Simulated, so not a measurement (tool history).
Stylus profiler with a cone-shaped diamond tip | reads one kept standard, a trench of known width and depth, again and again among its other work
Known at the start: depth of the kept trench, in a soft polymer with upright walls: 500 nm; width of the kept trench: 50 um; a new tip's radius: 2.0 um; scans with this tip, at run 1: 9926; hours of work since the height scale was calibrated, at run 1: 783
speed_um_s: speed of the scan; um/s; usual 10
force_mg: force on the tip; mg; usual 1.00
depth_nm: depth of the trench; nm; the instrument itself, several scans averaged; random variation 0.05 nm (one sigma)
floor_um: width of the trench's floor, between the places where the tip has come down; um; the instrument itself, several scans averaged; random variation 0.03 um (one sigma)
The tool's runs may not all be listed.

| run | hour | speed_um_s | force_mg | scans with this tip | hours of work since the height scale was calibrated | depth_nm | floor_um |
|---|---|---|---|---|---|---|---|
| 1 | 0.0 | 10 | 1.00 | 9926 | 783 | 503.14 | 46.45 |
| 2 | 43.6 | 10 | 2.04 | 10320 | 814 | 504.79 | 46.41 |
| 3 | 75.2 | 5 | 2.04 | 10605 | 837 | 504.83 | 46.41 |
| 4 | 107.7 | 15 | 1.00 | 10899 | 860 | 503.15 | 46.32 |
| 5 | 146.2 | 17 | 1.00 | 11247 | 888 | 503.19 | 46.30 |
| 6 | 175.0 | 17 | 1.00 | 11507 | 908 | 503.27 | 46.25 |
| 7 | 218.5 | 17 | 0.50 | 11900 | 939 | 502.18 | 46.26 |
| 8 | 246.2 | 17 | 0.50 | 12149 | 959 | 502.31 | 46.19 |
| 9 | 291.0 | 17 | 0.50 | 12554 | 991 | 502.27 | 46.16 |
| 10 | 320.6 | 17 | 1.77 | 12822 | 1012 | 504.55 | 46.23 |
| 11 | 364.7 | 17 | 1.77 | 13220 | 1043 | 504.51 | 46.12 |
| 12 | 403.9 | 17 | 1.77 | 13574 | 1071 | 504.53 | 46.12 |
| 13 | 443.3 | 35 | 1.00 | 13930 | 1099 | 503.36 | 45.98 |
| 14 | 490.4 | 21 | 0.68 | 14355 | 1133 | 502.80 | 45.96 |
| 15 | 513.1 | 3 | 1.28 | 14560 | 1149 | 503.96 | 46.12 |
| 16 | 553.9 | 3 | 0.88 | 14928 | 1178 | 503.24 | 46.11 |
| 17 | 588.8 | 3 | 0.88 | 15244 | 1203 | 503.18 | 46.05 |
|  | 592.1 | height scale calibrated on a step standard |
| 18 | 630.0 | 7 | 2.75 | 15611 | 27 | 506.41 | 46.02 |
| 19 | 659.1 | 11 | 0.99 | 15874 | 48 | 503.88 | 45.96 |
| 20 | 688.7 | 7 | 1.41 | 16141 | 69 | 504.58 | 45.99 |
| 21 | 731.8 | 7 | 1.41 | 16530 | 100 | 504.63 | 45.97 |
| 22 | 774.5 | 10 | 0.39 | 16916 | 130 | 502.73 | 45.87 |
|  | 788.2 | height scale calibrated on a step standard, once more |
| 23 | 817.6 | 10 | 1.49 | 17301 | 21 | 503.31 | 45.91 |
| 24 | 864.2 | 2 | 2.35 | 17722 | 54 | 504.68 | 45.95 |
| 25 | 893.7 | 13 | 1.02 | 17988 | 75 | 502.65 | 45.84 |

4 ways to go on from here, each from the tool as it stands after run 25. What would each give?
| A | 935.9 | 4 | 1.97 | 18369 | 105 | ? | ? |
| B | 935.9 | 34 | 1.02 | 18369 | 105 | ? | ? |
| C | 935.9 | 7 | 2.72 | 18369 | 105 | ? | ? |
| D | 935.9 | 7 | 1.02 | 18369 | 105 | ? | ? |

| run | depth_nm | floor_um |
|---|---|---|
| A | 504.11 | 45.79 |
| B | 502.71 | 45.75 |
| C | 505.16 | 45.81 |
| D | 502.58 | 45.86 |
Without the tool's hidden state the same runs would have given:
| run | depth_nm | floor_um |
|---|---|---|
| A | 504.24 | 47.29 |
| B | 502.84 | 47.25 |
| C | 505.28 | 47.31 |
| D | 502.70 | 47.36 |

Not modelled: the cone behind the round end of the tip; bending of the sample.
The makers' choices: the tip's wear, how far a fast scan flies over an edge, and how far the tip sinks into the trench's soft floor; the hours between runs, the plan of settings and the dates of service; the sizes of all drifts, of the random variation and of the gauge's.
